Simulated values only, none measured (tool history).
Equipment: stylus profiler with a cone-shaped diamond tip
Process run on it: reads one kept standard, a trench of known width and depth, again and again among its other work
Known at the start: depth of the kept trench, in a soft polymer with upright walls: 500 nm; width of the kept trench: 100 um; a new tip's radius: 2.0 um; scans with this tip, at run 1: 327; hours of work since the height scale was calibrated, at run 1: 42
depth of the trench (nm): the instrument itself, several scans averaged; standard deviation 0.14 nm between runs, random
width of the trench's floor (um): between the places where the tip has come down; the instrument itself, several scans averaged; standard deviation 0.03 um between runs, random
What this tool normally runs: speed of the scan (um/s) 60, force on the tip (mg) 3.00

run	hour	speed of the scan (um/s)	force on the tip (mg)	scans with this tip	hours of work since the height scale was calibrated	depth of the trench (nm)	width of the trench's floor (um)
1	0.0	60	3.00	327	42	504.23	97.06
2	25.6	109	3.00	463	60	504.49	96.91
3	54.6	22	3.00	616	80	504.55	97.18
4	80.3	22	3.00	752	98	504.17	97.26
5	116.0	22	3.00	941	122	504.41	97.18
6	162.6	22	3.00	1188	154	504.26	97.16
7	190.4	90	3.00	1334	173	504.26	96.85
8	217.9	49	3.00	1480	192	504.00	96.98
9	261.6	49	3.00	1711	222	504.11	97.00
10	307.0	49	3.00	1951	253	503.89	96.95
11	353.9	60	3.00	2199	285	503.93	96.90
12	380.9	60	3.00	2342	304	503.75	96.90
13	425.7	60	3.00	2579	334	504.23	96.87
14	464.9	60	3.65	2786	361	504.58	96.91
15	491.3	60	3.00	2926	379	504.01	96.90
16	517.0	60	3.00	3062	397	503.74	96.80
17	546.7	60	6.36	3219	417	506.79	96.89
18	588.3	60	2.83	3439	446	503.50	96.82
19	621.8	60	2.83	3616	469	503.48	96.84
20	645.6	60	2.83	3742	485	503.49	96.74
21	672.6	115	1.31	3885	504	501.79	96.27
22	699.4	115	1.31	4027	522	501.60	96.31
23	720.3	210	6.95	4137	537	506.79	96.39
24	755.8	210	6.95	4325	561	507.13	96.39

For run 25, what comes out?
25	781.4	25	1.05	4460	578	?	?

{"run 25": {"depth of the trench (nm)": 501.34, "width of the trench's floor (um)": 96.8}}
On a tool with no hidden condition, and with the same random variation, this run would have come out at depth of the trench (nm) 502.25, width of the trench's floor (um) 97.17.
